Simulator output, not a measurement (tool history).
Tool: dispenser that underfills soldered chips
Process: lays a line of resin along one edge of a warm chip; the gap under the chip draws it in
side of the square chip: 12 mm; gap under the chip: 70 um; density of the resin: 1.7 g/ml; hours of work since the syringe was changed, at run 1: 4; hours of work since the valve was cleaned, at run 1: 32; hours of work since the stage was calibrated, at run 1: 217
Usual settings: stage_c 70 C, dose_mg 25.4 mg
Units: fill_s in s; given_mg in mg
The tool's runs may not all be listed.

run	hour	stage_c	dose_mg	hours of work since the syringe was changed	hours of work since the valve was cleaned	hours of work since the stage was calibrated	fill_s	given_mg
1	0	70	25.4	4	32	217	78	24.71
2	5.7	70	25.4	9	37	221	92.4	24.52
# hour 8: new syringe of resin
3	13.3	70	25.4	4	42	227	78.7	24.31
4	17.6	70	25.4	8	46	230	88.4	24.4
# hour 21.4: new syringe of resin
5	21.8	70	25.4	0	49	234	67.5	24.17
6	29.2	70	25.4	6	55	239	82.9	23.97
# hour 34.6: new syringe of resin
7	34.6	70	23.3	0	59	243	70.5	21.94
8	39.8	70	23.3	4	63	247	82.4	21.98
9	43.4	70	25.5	7	66	250	87.8	23.97
# hour 47.7: new syringe of resin
10	48.3	64	28.8	0	69	254	83.2	27.16
11	52	58	23.4	3	72	257	116.4	21.8

Forecast each of these 5 alternatives for the next run:
A	58.4	58	29.9	8	77	262	?	?
B	58.4	58	29.5	8	77	262	?	?
C	58.4	55	24.3	8	77	262	?	?
D	58.4	75	28.8	8	77	262	?	?
E	58.4	56	30.8	8	77	262	?	?

run	fill_s	given_mg
A	133.2	27.93
B	130.7	27.49
C	151.3	22.77
D	79.2	26.84
E	138	28.85
Without the tool's hidden state the same runs would have given:
run	fill_s	given_mg
A	94.3	29.98
B	92.7	29.5
C	106	24.43
D	56.4	28.81
E	98	30.96

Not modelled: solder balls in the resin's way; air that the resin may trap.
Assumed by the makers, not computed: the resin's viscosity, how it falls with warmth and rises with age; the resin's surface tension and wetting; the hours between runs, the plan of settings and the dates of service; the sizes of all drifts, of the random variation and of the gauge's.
